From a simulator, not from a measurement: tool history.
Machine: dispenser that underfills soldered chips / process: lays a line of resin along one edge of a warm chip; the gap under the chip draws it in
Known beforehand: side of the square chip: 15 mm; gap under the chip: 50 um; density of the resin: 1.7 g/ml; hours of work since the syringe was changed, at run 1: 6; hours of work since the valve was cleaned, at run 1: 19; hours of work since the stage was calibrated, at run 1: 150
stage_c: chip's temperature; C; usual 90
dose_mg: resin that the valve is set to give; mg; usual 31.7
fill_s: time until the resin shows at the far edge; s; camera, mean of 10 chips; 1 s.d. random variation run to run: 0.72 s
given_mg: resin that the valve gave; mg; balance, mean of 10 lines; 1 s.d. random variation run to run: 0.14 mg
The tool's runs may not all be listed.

run	hour	stage_c	dose_mg	hours of work since the syringe was changed	hours of work since the valve was cleaned	hours of work since the stage was calibrated	fill_s	given_mg
1	0.0	90	31.7	6	19	150	84.7	31.24
# hour 1.4: new syringe of resin
2	5.2	90	31.7	3	23	154	76.3	31.31
3	8.9	91	31.7	6	26	157	81.0	31.14
# hour 10.9: new syringe of resin
4	16.5	91	31.7	4	32	162	75.2	30.65
# hour 19.9: new syringe of resin
5	21.3	91	31.7	1	35	166	63.7	30.92
6	25.3	90	31.7	4	38	169	79.1	30.80
# hour 29.4: new syringe of resin
7	31.6	90	31.7	2	43	174	69.5	30.63
# hour 38.8: new syringe of resin
8	40.1	90	31.7	1	49	180	65.5	30.46
9	44.0	90	37.4	4	52	183	75.6	36.29
# hour 48.0: new syringe of resin
10	52.3	90	35.7	3	58	189	72.4	34.16
# hour 57.6: new syringe of resin
11	60.8	95	31.7	2	64	195	56.9	30.36
# hour 66.8: new syringe of resin
12	69.1	95	27.0	2	71	201	54.6	25.64
# hour 76.0: new syringe of resin
13	76.3	92	41.2	0	76	207	56.4	38.86
14	80.9	92	41.2	4	79	210	66.8	38.62
# hour 85.2: new syringe of resin
15	88.1	98	29.1	2	85	215	49.3	27.33
16	92.2	103	38.3	5	88	219	44.5	35.56
# hour 94.7: new syringe of resin
17	100.5	87	33.9	4	94	225	90.1	31.67
# hour 104.1: new syringe of resin
18	105.3	87	33.9	1	97	228	77.2	31.38
# hour 113.3: new syringe of resin
19	113.3	76	31.7	0	103	234	124.8	29.30
# hour 122.3: new syringe of resin
20	122.6	76	31.7	0	110	241	128.6	28.85
21	129.5	97	27.4	5	115	246	61.2	25.04

3 options for the next run, each taken on its own from the tool as it stands now. Forecast them:
# hour 132.1: new syringe of resin
A	138.3	90	35.0	5	122	253	?	?
# hour 132.1: new syringe of resin
B	138.3	97	29.2	5	122	253	?	?
# hour 132.1: new syringe of resin
C	138.3	81	30.4	5	122	253	?	?

run	fill_s	given_mg
A	78.8	31.93
B	58.2	26.40
C	124.3	27.35
Had the tool no hidden state, the same runs would have come out as:
run	fill_s	given_mg
A	64.7	35.23
B	47.3	29.13
C	101.7	30.19

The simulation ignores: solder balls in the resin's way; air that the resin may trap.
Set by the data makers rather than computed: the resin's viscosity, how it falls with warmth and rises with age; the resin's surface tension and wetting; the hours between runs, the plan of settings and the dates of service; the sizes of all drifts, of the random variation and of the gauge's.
